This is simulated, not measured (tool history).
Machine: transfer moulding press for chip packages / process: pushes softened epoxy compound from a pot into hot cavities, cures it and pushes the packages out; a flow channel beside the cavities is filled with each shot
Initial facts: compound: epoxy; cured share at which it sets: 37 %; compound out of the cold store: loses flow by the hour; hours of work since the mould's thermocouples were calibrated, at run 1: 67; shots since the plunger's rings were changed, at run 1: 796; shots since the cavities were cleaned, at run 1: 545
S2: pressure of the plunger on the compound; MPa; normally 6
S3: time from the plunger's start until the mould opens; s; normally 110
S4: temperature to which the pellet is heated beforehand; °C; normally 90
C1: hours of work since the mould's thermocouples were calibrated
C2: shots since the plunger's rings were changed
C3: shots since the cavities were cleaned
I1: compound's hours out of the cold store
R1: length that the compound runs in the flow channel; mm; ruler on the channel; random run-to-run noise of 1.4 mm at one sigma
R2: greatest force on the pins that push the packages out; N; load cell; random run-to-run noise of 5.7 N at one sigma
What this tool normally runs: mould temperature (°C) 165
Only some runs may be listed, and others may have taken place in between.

run 1 day=0 | mould_temperature_(°C)=165 S2=6 S3=110 S4=90 | C1=67 C2=796 C3=545 | I1=41.6 | R1=577 R2=330
run 2 day=1.188 | mould_temperature_(°C)=165 S2=6 S3=110 S4=93 | C1=87 C2=1103 C3=852 | I1=25.5 | R1=601 R2=385
-- day=1.908 cavities cleaned with cleaning compound and waxed
run 3 day=2.267 | mould_temperature_(°C)=165 S2=6 S3=110 S4=90 | C1=103 C2=1368 C3=93 | I1=45.7 | R1=562 R2=251
run 4 day=3.121 | mould_temperature_(°C)=165 S2=6 S3=110 S4=90 | C1=118 C2=1589 C3=314 | I1=11.8 | R1=621 R2=304
run 5 day=4.158 | mould_temperature_(°C)=165 S2=6 S3=110 S4=90 | C1=135 C2=1857 C3=582 | I1=10.6 | R1=623 R2=336
run 6 day=4.738 | mould_temperature_(°C)=165 S2=4.97 S3=110 S4=90 | C1=144 C2=2008 C3=733 | I1=27.9 | R1=538 R2=356
run 7 day=5.667 | mould_temperature_(°C)=165 S2=4.97 S3=110 S4=90 | C1=160 C2=2248 C3=973 | I1=17 | R1=553 R2=387
-- day=5.912 cavities cleaned with cleaning compound and waxed
run 8 day=6.421 | mould_temperature_(°C)=165 S2=6 S3=110 S4=90 | C1=171 C2=2429 C3=133 | I1=11.2 | R1=620 R2=255
-- day=7.371 plunger's sealing rings changed
run 9 day=7.617 | mould_temperature_(°C)=165 S2=5.56 S3=110 S4=90 | C1=189 C2=65 C3=416 | I1=8.7 | R1=612 R2=316
run 10 day=8.667 | mould_temperature_(°C)=165 S2=5.56 S3=110 S4=90 | C1=207 C2=337 C3=688 | I1=32.8 | R1=568 R2=378
run 11 day=9.692 | mould_temperature_(°C)=165 S2=6 S3=134 S4=90 | C1=224 C2=603 C3=954 | I1=13.1 | R1=626 R2=361
-- day=9.958 cavities cleaned with cleaning compound and waxed
run 12 day=10.617 | mould_temperature_(°C)=163 S2=6 S3=110 S4=90 | C1=238 C2=826 C3=170 | I1=26.2 | R1=606 R2=266
run 13 day=11.458 | mould_temperature_(°C)=163 S2=6 S3=110 S4=80 | C1=252 C2=1044 C3=388 | I1=29.9 | R1=595 R2=325
-- day=11.596 mould's thermocouples calibrated
run 14 day=12.417 | mould_temperature_(°C)=163 S2=6 S3=110 S4=80 | C1=14 C2=1271 C3=615 | I1=26 | R1=603 R2=382
run 15 day=13.3 | mould_temperature_(°C)=169 S2=6.04 S3=119 S4=99 | C1=28 C2=1500 C3=844 | I1=31 | R1=579 R2=323
-- day=14.017 cavities cleaned with cleaning compound and waxed
run 16 day=14.158 | mould_temperature_(°C)=169 S2=6.04 S3=119 S4=99 | C1=41 C2=1706 C3=37 | I1=9.9 | R1=616 R2=202
-- day=14.3 mould's thermocouples calibrated, once more
run 17 day=15.358 | mould_temperature_(°C)=169 S2=4.57 S3=123 S4=99 | C1=18 C2=1996 C3=327 | I1=41.9 | R1=484 R2=269
run 18 day=16.383 | mould_temperature_(°C)=169 S2=4.76 S3=123 S4=82 | C1=35 C2=2262 C3=593 | I1=8.8 | R1=544 R2=325
run 19 day=17.308 | mould_temperature_(°C)=168 S2=6.36 S3=91 S4=82 | C1=50 C2=2501 C3=832 | I1=31.7 | R1=592 R2=413
-- day=17.933 plunger's sealing rings changed
-- day=18.167 cavities cleaned with cleaning compound and waxed
run 20 day=18.175 | mould_temperature_(°C)=165 S2=6.79 S3=110 S4=93 | C1=61 C2=48 C3=3 | I1=37.6 | R1=623 R2=199
run 21 day=18.679 | mould_temperature_(°C)=163 S2=6.05 S3=133 S4=87 | C1=70 C2=178 C3=133 | I1=18.9 | R1=626 R2=235
run 22 day=19.629 | mould_temperature_(°C)=163 S2=4.86 S3=133 S4=81 | C1=86 C2=425 C3=380 | I1=28.7 | R1=544 R2=296
run 23 day=20.4 | mould_temperature_(°C)=163 S2=4.86 S3=133 S4=81 | C1=98 C2=624 C3=579 | I1=26.8 | R1=547 R2=313
run 24 day=21.317 | mould_temperature_(°C)=163 S2=4.86 S3=133 S4=81 | C1=113 C2=861 C3=816 | I1=40.1 | R1=523 R2=334
run 25 day=21.888 | mould_temperature_(°C)=163 S2=4.86 S3=133 S4=81 | C1=123 C2=1010 C3=965 | I1=19.7 | R1=557 R2=366
-- day=22.154 cavities cleaned with cleaning compound and waxed
run 26 day=23.067 | mould_temperature_(°C)=163 S2=4.86 S3=139 S4=86 | C1=141 C2=1300 C3=237 | I1=31.9 | R1=537 R2=263
run 27 day=23.592 | mould_temperature_(°C)=172 S2=5.16 S3=131 S4=89 | C1=150 C2=1435 C3=372 | I1=37.3 | R1=523 R2=275

5 options for the next run, each taken on its own from the tool as it stands now. Forecast them:
run A day=24.171 | mould_temperature_(°C)=160 S2=5.16 S3=148 S4=90 | C1=160 C2=1585 C3=522 | I1=35.5 | R1=? R2=?
run B day=24.171 | mould_temperature_(°C)=172 S2=5.32 S3=131 S4=89 | C1=160 C2=1585 C3=522 | I1=45.6 | R1=? R2=?
run C day=24.171 | mould_temperature_(°C)=172 S2=6.31 S3=110 S4=83 | C1=160 C2=1585 C3=522 | I1=10.5 | R1=? R2=?
run D day=24.171 | mould_temperature_(°C)=171 S2=6.42 S3=103 S4=90 | C1=160 C2=1585 C3=522 | I1=8.9 | R1=? R2=?
run E day=24.171 | mould_temperature_(°C)=165 S2=7.29 S3=110 S4=90 | C1=160 C2=1585 C3=522 | I1=25.4 | R1=? R2=?

run=A R1=552 R2=320
run=B R1=516 R2=293
run=C R1=622 R2=318
run=D R1=636 R2=319
run=E R1=661 R2=351
The same runs, with their run-to-run variation unchanged, on a tool lacking any hidden condition would have given:
run=A R1=562 R2=197
run=B R1=525 R2=180
run=C R1=633 R2=197
run=D R1=646 R2=197
run=E R1=672 R2=219
